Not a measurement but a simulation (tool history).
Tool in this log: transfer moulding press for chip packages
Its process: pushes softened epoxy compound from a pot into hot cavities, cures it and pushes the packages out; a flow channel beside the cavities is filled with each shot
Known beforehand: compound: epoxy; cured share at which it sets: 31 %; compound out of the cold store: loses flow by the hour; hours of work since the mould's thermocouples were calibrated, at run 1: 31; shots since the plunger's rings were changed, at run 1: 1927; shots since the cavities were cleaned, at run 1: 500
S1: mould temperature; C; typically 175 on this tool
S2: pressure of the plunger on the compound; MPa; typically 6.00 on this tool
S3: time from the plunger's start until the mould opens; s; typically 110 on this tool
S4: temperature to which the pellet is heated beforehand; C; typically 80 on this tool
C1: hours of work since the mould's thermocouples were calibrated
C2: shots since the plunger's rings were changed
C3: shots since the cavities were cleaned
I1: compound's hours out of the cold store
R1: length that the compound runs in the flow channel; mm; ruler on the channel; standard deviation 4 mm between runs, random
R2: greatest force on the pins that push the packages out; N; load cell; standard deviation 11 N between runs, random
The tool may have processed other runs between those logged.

| run | hour | S1 | S2 | S3 | S4 | C1 | C2 | C3 | I1 | R1 | R2 |
|---|---|---|---|---|---|---|---|---|---|---|---|
| 1 | 0.0 | 175 | 6.00 | 110 | 80 | 31 | 1927 | 500 | 38.3 | 853 | 826 |
|  | 23.0 | cavities cleaned with cleaning compound and waxed |
| 2 | 36.3 | 175 | 6.00 | 110 | 80 | 57 | 2345 | 160 | 9.6 | 979 | 670 |
| 3 | 70.6 | 175 | 6.00 | 110 | 80 | 83 | 2757 | 572 | 20.6 | 917 | 878 |
|  | 87.2 | cavities cleaned with cleaning compound and waxed |
| 4 | 114.8 | 175 | 6.00 | 110 | 80 | 114 | 3269 | 331 | 13.1 | 941 | 787 |
|  | 150.4 | cavities cleaned with cleaning compound and waxed |
| 5 | 168.1 | 175 | 6.00 | 110 | 80 | 153 | 3891 | 213 | 22.9 | 893 | 650 |
|  | 211.9 | cavities cleaned with cleaning compound and waxed |
| 6 | 223.3 | 175 | 6.00 | 110 | 80 | 193 | 4535 | 138 | 30.9 | 852 | 632 |
|  | 274.8 | cavities cleaned with cleaning compound and waxed |
| 7 | 285.5 | 175 | 6.00 | 110 | 80 | 238 | 5263 | 129 | 12.3 | 917 | 631 |
|  | 291.8 | plunger's sealing rings changed |
|  | 339.2 | cavities cleaned with cleaning compound and waxed |
| 8 | 358.3 | 175 | 6.00 | 110 | 80 | 289 | 780 | 229 | 11.1 | 988 | 727 |
|  | 400.9 | cavities cleaned with cleaning compound and waxed |
| 9 | 400.9 | 175 | 6.00 | 138 | 80 | 320 | 1273 | 0 | 26.7 | 907 | 436 |
|  | 465.6 | cavities cleaned with cleaning compound and waxed |
| 10 | 467.9 | 175 | 6.00 | 138 | 80 | 369 | 2059 | 28 | 14.1 | 955 | 473 |
| 11 | 521.7 | 175 | 6.00 | 138 | 80 | 409 | 2704 | 673 | 32.1 | 866 | 801 |
|  | 527.9 | cavities cleaned with cleaning compound and waxed |
| 12 | 585.3 | 172 | 6.00 | 110 | 80 | 455 | 3450 | 690 | 35.9 | 844 | 976 |
|  | 593.0 | cavities cleaned with cleaning compound and waxed |
| 13 | 644.0 | 172 | 6.00 | 110 | 80 | 498 | 4136 | 612 | 29.6 | 859 | 954 |
|  | 655.3 | cavities cleaned with cleaning compound and waxed |
|  | 719.3 | cavities cleaned with cleaning compound and waxed |
| 14 | 720.0 | 172 | 6.13 | 107 | 90 | 552 | 5012 | 9 | 17.5 | 917 | 587 |
|  | 744.4 | plunger's sealing rings changed |
|  | 782.9 | cavities cleaned with cleaning compound and waxed |
| 15 | 798.4 | 181 | 5.55 | 128 | 73 | 608 | 630 | 187 | 18.1 | 894 | 570 |
| 16 | 835.0 | 181 | 5.55 | 128 | 73 | 635 | 1068 | 625 | 20.0 | 880 | 771 |
|  | 848.0 | cavities cleaned with cleaning compound and waxed |
|  | 900.8 | mould's thermocouples calibrated |
| 17 | 903.0 | 181 | 5.55 | 128 | 88 | 2 | 1843 | 637 | 28.9 | 829 | 804 |
|  | 913.0 | cavities cleaned with cleaning compound and waxed |
| 18 | 955.1 | 181 | 5.55 | 128 | 88 | 39 | 2449 | 504 | 45.1 | 767 | 729 |
|  | 976.7 | cavities cleaned with cleaning compound and waxed |
| 19 | 1031.1 | 181 | 6.35 | 128 | 89 | 95 | 3343 | 653 | 27.2 | 878 | 754 |
|  | 1041.4 | cavities cleaned with cleaning compound and waxed |
| 20 | 1094.6 | 181 | 6.35 | 128 | 89 | 141 | 4087 | 638 | 45.3 | 799 | 764 |
|  | 1105.8 | cavities cleaned with cleaning compound and waxed |
|  | 1167.5 | cavities cleaned with cleaning compound and waxed |
| 21 | 1168.5 | 177 | 4.91 | 128 | 89 | 194 | 4938 | 12 | 15.1 | 817 | 451 |
|  | 1201.0 | plunger's sealing rings changed |
| 22 | 1209.4 | 177 | 4.91 | 128 | 89 | 222 | 101 | 472 | 40.7 | 766 | 698 |
|  | 1233.6 | cavities cleaned with cleaning compound and waxed |
| 23 | 1246.8 | 177 | 4.91 | 128 | 89 | 249 | 531 | 158 | 9.0 | 902 | 564 |
|  | 1297.2 | cavities cleaned with cleaning compound and waxed |
| 24 | 1303.2 | 177 | 4.91 | 128 | 89 | 290 | 1191 | 72 | 14.3 | 857 | 480 |
| 25 | 1350.2 | 175 | 6.08 | 138 | 90 | 325 | 1755 | 636 | 16.5 | 946 | 801 |
|  | 1360.8 | cavities cleaned with cleaning compound and waxed |
| 26 | 1404.3 | 175 | 6.00 | 94 | 80 | 364 | 2385 | 521 | 24.0 | 902 | 1030 |

Each row is a separate what-if for the run after 26, all from the same tool condition, not one after another. Results?
|  | 1425.4 | cavities cleaned with cleaning compound and waxed |
| A | 1474.9 | 178 | 4.88 | 110 | 70 | 416 | 3214 | 594 | 11.2 | ? | ? |
|  | 1425.4 | cavities cleaned with cleaning compound and waxed |
| B | 1474.9 | 175 | 6.00 | 94 | 89 | 416 | 3214 | 594 | 26.7 | ? | ? |
|  | 1425.4 | cavities cleaned with cleaning compound and waxed |
| C | 1474.9 | 175 | 6.00 | 110 | 73 | 416 | 3214 | 594 | 16.8 | ? | ? |

| run | R1 | R2 |
|---|---|---|
| A | 847 | 833 |
| B | 882 | 1042 |
| C | 921 | 884 |
With no hidden state in the tool, these same runs would have given:
| run | R1 | R2 |
|---|---|---|
| A | 894 | 475 |
| B | 931 | 621 |
| C | 972 | 516 |
